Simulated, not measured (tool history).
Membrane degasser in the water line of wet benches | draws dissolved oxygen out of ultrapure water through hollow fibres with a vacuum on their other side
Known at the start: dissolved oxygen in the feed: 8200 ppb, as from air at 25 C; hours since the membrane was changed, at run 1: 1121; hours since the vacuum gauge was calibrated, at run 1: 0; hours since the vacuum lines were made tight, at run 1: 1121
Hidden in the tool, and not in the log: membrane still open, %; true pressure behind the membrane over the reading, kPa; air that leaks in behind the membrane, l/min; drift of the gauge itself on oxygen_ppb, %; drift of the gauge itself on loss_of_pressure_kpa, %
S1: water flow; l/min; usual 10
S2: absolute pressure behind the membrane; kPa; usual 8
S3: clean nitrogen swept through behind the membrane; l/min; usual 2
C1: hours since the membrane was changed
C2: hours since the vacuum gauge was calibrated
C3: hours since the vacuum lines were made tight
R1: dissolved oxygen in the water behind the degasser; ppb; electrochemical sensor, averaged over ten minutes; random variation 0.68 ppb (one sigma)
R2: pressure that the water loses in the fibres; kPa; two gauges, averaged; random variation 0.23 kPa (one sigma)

| run | hour | S1 | S2 | S3 | C1 | C2 | C3 | R1 | R2 |
|---|---|---|---|---|---|---|---|---|---|
| 1 | 0 | 10 | 8 | 2 | 1121 | 0 | 1121 | 60.8 | 59.5 |
| 2 | 133.5 | 10 | 8 | 2 | 1254 | 134 | 1254 | 59.7 | 59.55 |
| 3 | 274.6 | 10 | 8 | 2 | 1395 | 275 | 1395 | 61.7 | 59.86 |
| 4 | 436.9 | 10 | 8 | 1.29 | 1558 | 437 | 1558 | 93.2 | 59.69 |
| 5 | 659.5 | 10 | 8 | 1.29 | 1780 | 660 | 1780 | 91.4 | 59.5 |
| 6 | 934.1 | 10 | 8 | 1.29 | 2055 | 934 | 2055 | 92.5 | 59.68 |
| 7 | 1179 | 10 | 8 | 2 | 2300 | 1179 | 2300 | 62.3 | 59.77 |
| 8 | 1423.4 | 10 | 8 | 2.76 | 2544 | 1423 | 2544 | 45 | 59.92 |
| 9 | 1617.7 | 9 | 8 | 2.76 | 2738 | 1618 | 2738 | 40.4 | 53.91 |
| 10 | 1907.6 | 9 | 8 | 2.76 | 3028 | 1908 | 3028 | 41.2 | 53.64 |
| 11 | 2117 | 9 | 8 | 2.76 | 3238 | 2117 | 3238 | 39.9 | 53.88 |
| 12 | 2321.3 | 9 | 8 | 2.76 | 3442 | 2321 | 3442 | 39.9 | 53.78 |
| 13 | 2476.3 | 12 | 5.18 | 2.88 | 3597 | 2476 | 3597 | 25.9 | 71.6 |
| 14 | 2677.9 | 12 | 5.18 | 2.88 | 3799 | 2678 | 3799 | 26.5 | 72.16 |
| 15 | 2917.5 | 12 | 6.9 | 2.93 | 4038 | 2918 | 4038 | 42.2 | 71.57 |
|  | 2940.2 | seals of the vacuum lines changed |
| 16 | 3179.4 | 10 | 5.9 | 1.97 | 4298 | 3177 | 239 | 35.6 | 59.66 |
|  | 3287.5 | vacuum gauge calibrated |
| 17 | 3303.3 | 10 | 10.97 | 1.75 | 4421 | 16 | 363 | 107.6 | 59.74 |
| 18 | 3533.9 | 7 | 8 | 3 | 4652 | 246 | 593 | 28.6 | 42.06 |
| 19 | 3768 | 11 | 8 | 1.54 | 4886 | 481 | 827 | 84.4 | 65.78 |
| 20 | 3990.4 | 12 | 10.46 | 2.96 | 5109 | 703 | 1050 | 77.1 | 71.72 |
| 21 | 4133.4 | 10 | 10.46 | 2.96 | 5252 | 846 | 1193 | 63.1 | 59.49 |
| 22 | 4251.8 | 7 | 8 | 2.14 | 5370 | 964 | 1311 | 40.6 | 42.07 |
| 23 | 4519 | 7 | 8 | 2.14 | 5637 | 1232 | 1578 | 38.6 | 41.66 |
| 24 | 4784.5 | 7 | 8 | 2.14 | 5903 | 1497 | 1844 | 39.6 | 41.92 |

3 ways to go on from here, each from the tool as it stands after run 24. What would each give?
| A | 5001 | 8 | 14.21 | 2 | 6119 | 1714 | 2060 | ? | ? |
| B | 5001 | 12 | 8 | 2.29 | 6119 | 1714 | 2060 | ? | ? |
| C | 5001 | 12 | 13.23 | 2 | 6119 | 1714 | 2060 | ? | ? |

| run | R1 | R2 |
|---|---|---|
| A | 107.2 | 47.78 |
| B | 66.6 | 70.86 |
| C | 149.6 | 72.02 |
Without the tool's hidden state the same runs would have given:
| run | R1 | R2 |
|---|---|---|
| A | 107.1 | 47.75 |
| B | 66.5 | 70.81 |
| C | 149.5 | 71.97 |

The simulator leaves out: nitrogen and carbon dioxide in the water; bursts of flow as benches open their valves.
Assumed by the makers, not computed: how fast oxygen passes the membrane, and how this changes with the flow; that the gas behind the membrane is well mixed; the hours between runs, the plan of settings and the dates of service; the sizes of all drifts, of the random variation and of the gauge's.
